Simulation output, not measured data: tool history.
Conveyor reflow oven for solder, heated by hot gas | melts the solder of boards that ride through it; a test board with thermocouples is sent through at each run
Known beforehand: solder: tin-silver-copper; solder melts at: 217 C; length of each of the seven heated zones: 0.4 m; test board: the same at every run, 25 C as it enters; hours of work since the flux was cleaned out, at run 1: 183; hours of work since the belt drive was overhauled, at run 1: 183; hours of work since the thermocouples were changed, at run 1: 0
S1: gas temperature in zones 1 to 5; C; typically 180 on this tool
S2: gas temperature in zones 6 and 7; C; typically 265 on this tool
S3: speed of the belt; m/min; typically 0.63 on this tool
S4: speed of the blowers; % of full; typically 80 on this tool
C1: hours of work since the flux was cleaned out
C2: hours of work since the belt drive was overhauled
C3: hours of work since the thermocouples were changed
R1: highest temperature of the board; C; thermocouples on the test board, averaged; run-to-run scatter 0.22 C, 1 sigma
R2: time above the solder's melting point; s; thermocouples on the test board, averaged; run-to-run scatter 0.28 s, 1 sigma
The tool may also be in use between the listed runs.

Run 1, hour 0.0: usual settings; C1 183; C2 183; C3 0. Result: R1 245.7 C, R2 52.5 s.
Run 2, hour 60.5: usual settings; C1 225; C2 225; C3 42. Result: R1 245.1 C, R2 52.1 s.
Run 3, hour 103.2: usual settings; C1 254; C2 254; C3 71. Result: R1 245.1 C, R2 51.7 s.
Run 4, hour 189.2: usual settings; C1 313; C2 313; C3 131. Result: R1 244.2 C, R2 50.9 s.
Run 5, hour 273.8: usual settings but S2 278 C; C1 372; C2 372; C3 189. Result: R1 254.1 C, R2 58.9 s.
At hour 314.9: flux residue cleaned out of gas plates and filters.
Run 6, hour 336.0: usual settings but S2 278 C; C1 15; C2 411; C3 229. Result: R1 259.4 C, R2 62.7 s.

Expected results for the next run?
Run 7, hour 377.9: usual settings but S4 74 % of full; C1 43; C2 440; C3 257. Result: R1 ?, R2 ?.

{"run 7": {"R1": 246.7, "R2": 54.4}}
Minus the tool's unlogged condition, the same run would have read R1 246.7 C, R2 54.1 s.
